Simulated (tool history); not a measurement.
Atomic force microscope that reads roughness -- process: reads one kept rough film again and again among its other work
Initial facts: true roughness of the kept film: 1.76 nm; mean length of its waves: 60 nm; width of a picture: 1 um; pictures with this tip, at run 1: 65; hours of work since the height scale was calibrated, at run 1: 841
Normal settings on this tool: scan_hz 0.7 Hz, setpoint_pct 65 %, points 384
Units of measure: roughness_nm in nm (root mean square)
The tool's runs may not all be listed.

run    hour  scan_hz  setpoint_pct  points  pictures with this tip  hours of work since the height scale was calibrated  roughness_nm
  1       0      0.7            65     384                      65                                                  841         1.642
  2    17.5      0.7            59     384                      93                                                  852         1.636
  3    55.3      0.7            59     384                     151                                                  875         1.642
  4    95.1      0.7            65     384                     213                                                  901         1.607
  5   128.2      0.7            65     384                     264                                                  921         1.588
  6   153.2      0.7            81     384                     303                                                  937         1.513
  7   173.1    3.168            65     384                     334                                                  950         1.452
      192.6  -- new tip fitted
  8   196.4    3.168            65     384                       6                                                  964         1.511
  9   227.5    3.168            65     384                      54                                                  983         1.513
 10   264.8      0.7            65     384                     112                                                 1007          1.64
 11   303.7      0.7            65     384                     172                                                 1031         1.612
 12   341.4      0.7            65     384                     231                                                 1055         1.596
 13     375      0.7            65     384                     283                                                 1076         1.604
 14   391.4    1.558            65     384                     308                                                 1087          1.55
 15   415.4      0.7            65     384                     345                                                 1102          1.57
      427.6  -- new tip fitted
 16   454.7      0.7            65     384                      42                                                 1126         1.643
 17   481.5      0.7            65     384                      84                                                 1143         1.642
 18   518.9      0.7            65     384                     142                                                 1167         1.619
 19   538.8    3.899            76     270                     173                                                 1179         1.287
 20   561.4    0.908            71     538                     208                                                 1193         1.572
 21   586.3    1.346            62     302                     246                                                 1209         1.547
 22   619.2    1.741            62     302                     297                                                 1230         1.535
 23   637.2    1.893            57     442                     325                                                 1241         1.542
      661.3  -- new tip fitted
 24   672.9    1.893            57     442                      18                                                 1263         1.616
 25   694.2     3.22            88     660                      51                                                 1277          1.19
 26   733.5     3.22            88     660                     112                                                 1301         1.173
 27   758.8    1.002            65     397                     151                                                 1317         1.606
 28   786.5    1.002            65     397                     194                                                 1335         1.594
 29     817    1.002            71     645                     241                                                 1354         1.549
 30   842.4    1.002            71     645                     280                                                 1370         1.553
 31   859.9    1.146            73     941                     308                                                 1381         1.515
 32   884.9    1.146            73     941                     346                                                 1397         1.517
      896.3  -- new tip fitted
 33   925.3    1.146            73     941                      45                                                 1422         1.581
 34   947.5      0.7            61     384                      79                                                 1436         1.642
 35   973.1    1.904            90     418                     119                                                 1452         1.318
 36  1003.1      0.7            65     770                     166                                                 1471         1.604

Alternative continuations, all from the tool just after run 36; predict every row:
  A  1033.5    1.427            79     452                     213                                                 1490             ?
  B  1033.5      0.7            65     508                     213                                                 1490             ?
  C  1033.5      0.7            76     267                     213                                                 1490             ?
  D  1033.5    1.938            65     642                     213                                                 1490             ?
  E  1033.5    3.206            72     731                     213                                                 1490             ?

run  roughness_nm
  A         1.459
  B         1.611
  C         1.552
  D         1.531
  E          1.38
Stripped of hidden state, with their random variation kept, the same runs would have yielded:
run  roughness_nm
  A         1.529
  B         1.688
  C         1.627
  D         1.605
  E         1.446

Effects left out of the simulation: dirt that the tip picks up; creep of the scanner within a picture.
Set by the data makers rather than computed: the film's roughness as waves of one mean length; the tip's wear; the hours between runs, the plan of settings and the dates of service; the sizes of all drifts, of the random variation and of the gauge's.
